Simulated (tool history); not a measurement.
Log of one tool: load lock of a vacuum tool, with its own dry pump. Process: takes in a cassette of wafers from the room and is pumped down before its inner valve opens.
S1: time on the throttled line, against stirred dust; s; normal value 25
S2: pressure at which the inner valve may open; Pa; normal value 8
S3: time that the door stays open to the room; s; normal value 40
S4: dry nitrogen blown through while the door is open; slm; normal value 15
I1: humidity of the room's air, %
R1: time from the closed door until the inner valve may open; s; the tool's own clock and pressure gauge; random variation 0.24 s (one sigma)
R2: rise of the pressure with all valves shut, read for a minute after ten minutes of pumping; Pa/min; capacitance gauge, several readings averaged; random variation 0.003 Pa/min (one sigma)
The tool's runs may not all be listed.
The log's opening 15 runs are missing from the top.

| run | hour | S1 | S2 | S3 | S4 | I1 | R1 | R2 |
|---|---|---|---|---|---|---|---|---|
| 16 | 2872.7 | 25 | 8 | 40 | 15 | 46.9 | 60.4 | 0.035 |
| 17 | 3104.3 | 25 | 8 | 40 | 15 | 45.3 | 60.1 | 0.029 |
| 18 | 3370.9 | 25 | 8 | 40 | 15 | 43.8 | 60.2 | 0.033 |
| 19 | 3493.7 | 25 | 8 | 40 | 15 | 43.7 | 60.4 | 0.030 |
| 20 | 3755.4 | 25 | 8 | 59 | 25 | 45.6 | 60.7 | 0.031 |
| 21 | 3933.9 | 27 | 12 | 221 | 18 | 43.7 | 59.9 | 0.061 |
| 22 | 4182.7 | 24 | 8 | 89 | 37 | 42.9 | 59.5 | 0.029 |
| 23 | 4330.0 | 25 | 8 | 40 | 31 | 44.2 | 60.0 | 0.024 |
| 24 | 4535.3 | 25 | 8 | 40 | 31 | 45.2 | 60.8 | 0.021 |
| 25 | 4794.8 | 25 | 8 | 40 | 31 | 45.2 | 60.0 | 0.020 |
| 26 | 5046.1 | 25 | 8 | 40 | 31 | 43.5 | 60.8 | 0.026 |
| 27 | 5301.7 | 25 | 8 | 40 | 31 | 43.9 | 60.3 | 0.024 |
| 28 | 5547.4 | 25 | 13 | 195 | 15 | 45.2 | 58.1 | 0.068 |
| 29 | 5655.1 | 24 | 10 | 93 | 15 | 42.2 | 58.5 | 0.041 |
| 30 | 5765.3 | 24 | 10 | 93 | 15 | 46.5 | 58.1 | 0.042 |
| 31 | 5890.6 | 24 | 10 | 93 | 15 | 44.4 | 58.6 | 0.042 |
| 32 | 6040.0 | 31 | 12 | 29 | 43 | 46.1 | 62.7 | 0.017 |
| 33 | 6275.2 | 21 | 8 | 40 | 31 | 43.4 | 57.4 | 0.023 |
| 34 | 6393.4 | 25 | 13 | 40 | 15 | 47.4 | 58.1 | 0.028 |
| 35 | 6587.8 | 25 | 13 | 40 | 15 | 43.7 | 58.0 | 0.025 |
| 36 | 6825.0 | 24 | 11 | 40 | 15 | 44.0 | 58.3 | 0.029 |

Branching from run 36: 5 alternative next runs. What would each branch give?
| A | 7064.4 | 25 | 8 | 40 | 7 | 41.9 | ? | ? |
| B | 7064.4 | 24 | 11 | 40 | 20 | 45.9 | ? | ? |
| C | 7064.4 | 19 | 11 | 40 | 15 | 47.6 | ? | ? |
| D | 7064.4 | 24 | 12 | 40 | 15 | 45.7 | ? | ? |
| E | 7064.4 | 24 | 11 | 32 | 15 | 44.5 | ? | ? |

| run | R1 | R2 |
|---|---|---|
| A | 60.1 | 0.027 |
| B | 58.1 | 0.031 |
| C | 54.3 | 0.031 |
| D | 57.8 | 0.029 |
| E | 58.3 | 0.019 |
Take away the tool's hidden state, keep each run's random variation, and the runs would have read:
| run | R1 | R2 |
|---|---|---|
| A | 60.1 | 0.026 |
| B | 58.1 | 0.030 |
| C | 54.3 | 0.030 |
| D | 57.8 | 0.028 |
| E | 58.3 | 0.018 |
